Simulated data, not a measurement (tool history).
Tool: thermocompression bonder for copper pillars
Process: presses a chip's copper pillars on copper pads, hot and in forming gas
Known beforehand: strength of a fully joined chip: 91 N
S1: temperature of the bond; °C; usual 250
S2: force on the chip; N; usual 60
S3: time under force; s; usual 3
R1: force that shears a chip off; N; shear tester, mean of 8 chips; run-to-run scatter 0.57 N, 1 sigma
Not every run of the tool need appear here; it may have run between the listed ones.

Run 1, day 0: usual settings. Result: R1 45.7 N.
Run 2, day 0.442: usual settings. Result: R1 44.4 N.
Run 3, day 1.246: usual settings but S3 2 s. Result: R1 40 N.
Run 4, day 2.038: usual settings but S3 2 s. Result: R1 39.5 N.
Run 5, day 2.696: usual settings but S3 2 s. Result: R1 38.7 N.
Run 6, day 3.538: usual settings but S3 2 s. Result: R1 39.3 N.
Run 7, day 4.083: usual settings but S2 84 N, S3 2 s. Result: R1 46.4 N.
Run 8, day 4.638: usual settings but S2 84 N, S3 2 s. Result: R1 45.4 N.
Run 9, day 5.079: usual settings. Result: R1 45.7 N.
Run 10, day 5.546: usual settings but S2 39 N. Result: R1 37.3 N.
Run 11, day 6.446: usual settings but S2 39 N. Result: R1 38.2 N.
Run 12, day 6.854: usual settings but S2 39 N. Result: R1 37 N.
Run 13, day 7.262: usual settings but S2 39 N. Result: R1 39.1 N.
Run 14, day 8.108: usual settings but S2 39 N. Result: R1 37.6 N.
Run 15, day 8.996: usual settings but S2 39 N. Result: R1 38.2 N.
Run 16, day 9.4: usual settings but S2 39 N. Result: R1 37.6 N.
Run 17, day 9.862: usual settings but S2 39 N. Result: R1 37 N.
Run 18, day 10.608: usual settings but S3 7 s. Result: R1 58.7 N.
Run 19, day 11.462: usual settings but S3 7 s. Result: R1 59 N.
Run 20, day 11.871: usual settings but S3 7 s. Result: R1 58.8 N.
Run 21, day 12.783: usual settings but S3 7 s. Result: R1 59.2 N.
Run 22, day 13.646: usual settings but S1 267 °C, S3 5 s. Result: R1 65.9 N.
Run 23, day 14.525: usual settings but S1 267 °C, S3 5 s. Result: R1 65.4 N.
Run 24, day 15.292: usual settings but S1 267 °C, S3 5 s. Result: R1 66.6 N.
Run 25, day 15.771: usual settings but S1 226 °C, S2 61 N, S3 8 s. Result: R1 42.9 N.
Run 26, day 16.204: usual settings but S1 222 °C, S2 70 N, S3 4 s. Result: R1 34.5 N.
Run 27, day 16.933: usual settings but S1 222 °C, S2 70 N, S3 4 s. Result: R1 33.8 N.
Run 28, day 17.871: usual settings but S2 47 N, S3 2 s. Result: R1 36 N.
Run 29, day 18.25: usual settings but S1 222 °C, S2 86 N. Result: R1 33.8 N.
Run 30, day 19.142: usual settings but S1 231 °C, S2 53 N, S3 2 s. Result: R1 26.7 N.
Run 31, day 20.054: usual settings but S1 231 °C, S2 53 N, S3 2 s. Result: R1 26.9 N.
Run 32, day 20.858: usual settings but S1 231 °C, S2 53 N, S3 2 s. Result: R1 26.1 N.
Run 33, day 21.467: usual settings but S1 271 °C, S2 59 N. Result: R1 58.4 N.
Run 34, day 22.138: usual settings but S1 271 °C, S2 59 N, S3 2 s. Result: R1 52.6 N.
Run 35, day 22.725: usual settings but S2 90 N, S3 2 s. Result: R1 45.8 N.
Run 36, day 23.446: usual settings but S1 234 °C, S2 51 N, S3 2 s. Result: R1 26.2 N.
At day 23.971: forming gas filter changed.
Run 37, day 23.971: usual settings but S1 234 °C, S2 51 N, S3 2 s. Result: R1 27.8 N.
Run 38, day 24.875: usual settings but S1 234 °C, S2 51 N, S3 2 s. Result: R1 27.4 N.
Run 39, day 25.792: usual settings but S1 263 °C, S2 51 N, S3 2 s. Result: R1 45.6 N.

Consider 5 possible next runs. They are alternatives, not a sequence: every one starts from the tool as it was left by run 39. What does each give?
Run A, day 26.238: usual settings but S1 235 °C, S2 51 N, S3 2 s. Result: R1 ?.
Run B, day 26.238: usual settings but S1 247 °C, S2 81 N, S3 6 s. Result: R1 ?.
Run C, day 26.238: usual settings but S1 277 °C, S3 5 s. Result: R1 ?.
Run D, day 26.238: usual settings but S1 257 °C, S2 80 N. Result: R1 ?.
Run E, day 26.238: usual settings but S1 229 °C, S2 70 N, S3 5 s. Result: R1 ?.

run    R1
  A  28.7
  B  61.8
  C  71.9
  D  57.2
  E  40.2
Stripped of hidden state, with their random variation kept, the same runs would have yielded:
run    R1
  A  28.8
  B    62
  C  72.1
  D  57.4
  E  40.4
